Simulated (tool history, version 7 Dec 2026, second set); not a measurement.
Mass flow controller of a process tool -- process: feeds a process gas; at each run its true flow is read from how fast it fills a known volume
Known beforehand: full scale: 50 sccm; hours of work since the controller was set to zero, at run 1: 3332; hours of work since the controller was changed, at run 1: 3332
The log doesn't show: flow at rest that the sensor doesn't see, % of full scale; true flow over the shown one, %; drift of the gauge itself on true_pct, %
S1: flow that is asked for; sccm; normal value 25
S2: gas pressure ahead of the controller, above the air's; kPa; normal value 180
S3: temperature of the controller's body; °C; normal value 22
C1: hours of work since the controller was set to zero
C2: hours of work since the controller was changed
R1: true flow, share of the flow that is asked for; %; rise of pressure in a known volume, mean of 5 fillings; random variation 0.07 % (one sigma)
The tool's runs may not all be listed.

run	day	S1	S2	S3	C1	C2	R1
1	0.000	25	180	22	3332	3332	101.01
2	9.967	25	180	22	3499	3499	101.14
3	20.029	30	180	22	3669	3669	101.56
4	27.425	30	233	22	3794	3794	101.78
5	37.212	25	180	22	3958	3958	101.41
6	47.050	14	180	22	4124	4124	100.43
7	57.033	25	180	22	4292	4292	101.64
8	62.729	25	180	38	4388	4388	101.03
9	67.671	25	180	38	4471	4471	101.07
# day 72.350: controller's zero set anew
10	77.196	25	180	22	82	4631	102.45
11	88.896	25	180	22	279	4828	102.53
12	99.962	25	178	22	465	5015	102.66
13	111.438	20	180	22	658	5208	102.55
14	119.571	25	227	22	795	5345	102.83
15	130.567	25	174	22	980	5530	102.83
16	142.879	25	180	22	1188	5738	102.93
17	153.154	25	150	22	1361	5911	102.98
18	161.079	25	150	22	1494	6044	103.11
19	173.275	25	150	22	1700	6250	103.18
# day 181.721: controller exchanged for a calibrated one
20	184.046	25	150	27	39	39	99.04
21	194.308	25	150	27	212	212	99.09
22	204.029	25	150	27	376	376	99.19
23	214.117	25	180	22	546	546	99.47
24	225.921	25	209	22	744	744	99.69
25	235.742	25	225	20	910	910	99.89
26	244.233	45	279	23	1053	1053	100.83
27	255.971	25	192	35	1251	1251	99.25
28	268.054	15	192	38	1454	1454	98.82
29	277.600	17	189	38	1615	1615	99.08
30	289.021	12	143	25	1807	1807	99.16
31	298.400	9	235	22	1965	1965	99.13
32	308.083	9	235	22	2128	2128	99.14
33	313.642	9	161	37	2222	2222	98.47
34	322.942	9	161	37	2379	2379	98.50
35	334.938	6	161	21	2580	2580	98.42
36	343.383	16	180	20	2723	2723	100.08
37	351.238	25	143	24	2855	2855	100.57
38	360.517	38	141	24	3011	3011	101.26
39	370.033	38	141	24	3172	3172	101.37
40	375.583	8	180	28	3265	3265	98.91
41	387.083	8	180	28	3459	3459	98.99
42	399.379	8	180	28	3666	3666	98.97
43	406.283	8	170	32	3782	3782	98.76
44	416.062	14	142	31	3947	3947	99.92
45	423.571	14	142	33	4073	4073	99.97
46	429.896	14	142	33	4180	4180	99.86
47	439.304	23	146	32	4338	4338	100.90
48	450.308	23	146	32	4524	4524	100.99

What if the next run were any one of these 4? Each begins from the tool's condition after run 48:
# day 452.138: controller's zero set anew
A	460.617	9	239	32	143	4697	?
# day 452.138: controller's zero set anew
B	460.617	9	180	29	143	4697	?
# day 452.138: controller's zero set anew
C	460.617	6	257	26	143	4697	?
# day 452.138: controller's zero set anew
D	460.617	6	180	25	143	4697	?

run	R1
A	101.22
B	101.22
C	101.47
D	101.38
Stripped of hidden state, with their random variation kept, the same runs would have yielded:
run	R1
A	98.13
B	98.13
C	98.43
D	98.35
